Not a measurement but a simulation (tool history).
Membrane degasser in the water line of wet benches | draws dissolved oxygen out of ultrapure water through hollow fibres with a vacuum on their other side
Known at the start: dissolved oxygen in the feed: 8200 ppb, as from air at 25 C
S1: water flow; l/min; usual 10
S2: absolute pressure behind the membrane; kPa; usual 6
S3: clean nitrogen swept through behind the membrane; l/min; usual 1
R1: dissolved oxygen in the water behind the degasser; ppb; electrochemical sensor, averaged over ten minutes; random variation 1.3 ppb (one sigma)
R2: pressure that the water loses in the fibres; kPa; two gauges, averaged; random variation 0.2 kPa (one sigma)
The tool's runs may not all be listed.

Run 1, hour 0: usual settings. Result: R1 126.7 ppb, R2 45.96 kPa.
Run 2, hour 132.4: usual settings. Result: R1 129.9 ppb, R2 46.16 kPa.
Run 3, hour 255: usual settings but S1 8 l/min. Result: R1 90.1 ppb, R2 36.95 kPa.
Run 4, hour 386.1: usual settings but S1 8 l/min, S2 7.2 kPa. Result: R1 116 ppb, R2 37.16 kPa.
Run 5, hour 546.9: usual settings but S1 8 l/min, S2 7.2 kPa. Result: R1 116.7 ppb, R2 36.98 kPa.
Run 6, hour 669.8: usual settings. Result: R1 128.6 ppb, R2 46.35 kPa.
At hour 817: seals of the vacuum lines changed.
Run 7, hour 823.2: usual settings. Result: R1 130.1 ppb, R2 46.22 kPa.
Run 8, hour 969.7: usual settings. Result: R1 126.9 ppb, R2 46.19 kPa.
Run 9, hour 1050.6: usual settings. Result: R1 130.4 ppb, R2 46.36 kPa.
Run 10, hour 1225.2: usual settings. Result: R1 128.7 ppb, R2 46.32 kPa.
Run 11, hour 1340.2: usual settings. Result: R1 128.9 ppb, R2 46.37 kPa.
Run 12, hour 1492: usual settings but S2 4.64 kPa. Result: R1 98.3 ppb, R2 46.39 kPa.
Run 13, hour 1675.5: usual settings but S2 4.64 kPa. Result: R1 98.4 ppb, R2 46.56 kPa.
Run 14, hour 1864: usual settings but S2 4.64 kPa. Result: R1 96.6 ppb, R2 46.78 kPa.
Run 15, hour 2042.3: usual settings but S3 0.68 l/min. Result: R1 160.4 ppb, R2 46.32 kPa.
Run 16, hour 2160.2: usual settings but S1 16 l/min. Result: R1 262.8 ppb, R2 74.75 kPa.
Run 17, hour 2288.9: usual settings but S3 0.54 l/min. Result: R1 186.6 ppb, R2 46.4 kPa.
Run 18, hour 2380.7: usual settings but S1 14 l/min. Result: R1 221.6 ppb, R2 65.09 kPa.
Run 19, hour 2567.6: usual settings but S1 8 l/min, S2 5.32 kPa, S3 0.46 l/min. Result: R1 124.4 ppb, R2 36.67 kPa.
Run 20, hour 2758.1: usual settings but S1 8 l/min, S2 9.44 kPa, S3 0.76 l/min. Result: R1 195.3 ppb, R2 37.41 kPa.
Run 21, hour 2921.5: usual settings but S1 12 l/min, S2 7.34 kPa, S3 2.75 l/min. Result: R1 139.5 ppb, R2 56.01 kPa.
At hour 3001.6: vacuum gauge calibrated.
Run 22, hour 3060.3: usual settings but S1 12 l/min, S2 7.34 kPa, S3 2.75 l/min. Result: R1 141.2 ppb, R2 55.76 kPa.
Run 23, hour 3201.5: usual settings but S3 1.56 l/min. Result: R1 110.4 ppb, R2 46.71 kPa.
Run 24, hour 3285.4: usual settings but S1 8 l/min, S2 14.12 kPa, S3 2.42 l/min. Result: R1 130.2 ppb, R2 37.2 kPa.
Run 25, hour 3466.3: usual settings but S1 9 l/min, S2 7.65 kPa, S3 0.47 l/min. Result: R1 247.5 ppb, R2 42.11 kPa.
Run 26, hour 3556.8: usual settings but S2 8.73 kPa. Result: R1 204.4 ppb, R2 46.97 kPa.
Run 27, hour 3681.4: usual settings but S2 8.73 kPa. Result: R1 201.5 ppb, R2 46.94 kPa.
Run 28, hour 3775.1: usual settings but S2 8.73 kPa. Result: R1 200.1 ppb, R2 46.89 kPa.
At hour 3877.7: vacuum gauge calibrated, once more.
Run 29, hour 3897.1: usual settings but S2 8.73 kPa. Result: R1 190.4 ppb, R2 46.79 kPa.
Run 30, hour 4033.4: usual settings but S1 15 l/min, S2 5.84 kPa, S3 1.76 l/min. Result: R1 204.1 ppb, R2 69.98 kPa.
Run 31, hour 4192.8: usual settings but S2 8.83 kPa. Result: R1 195.4 ppb, R2 46.58 kPa.
Run 32, hour 4302: usual settings but S2 8.83 kPa. Result: R1 196.6 ppb, R2 46.49 kPa.

Forecast each of these 3 alternatives for the next run:
Run A, hour 4411.6: usual settings but S1 6 l/min, S2 14.99 kPa, S3 2.28 l/min. Result: R1 ?, R2 ?.
Run B, hour 4411.6: usual settings but S1 8 l/min. Result: R1 ?, R2 ?.
Run C, hour 4411.6: usual settings but S2 8.83 kPa, S3 0.99 l/min. Result: R1 ?, R2 ?.

run     R1     R2
  A   99.7   27.9
  B   92.1  37.37
  C  200.9  46.74
Without the tool's hidden state the same runs would have given:
run     R1     R2
  A   94.2  27.26
  B   85.7  36.52
  C  190.9  45.67
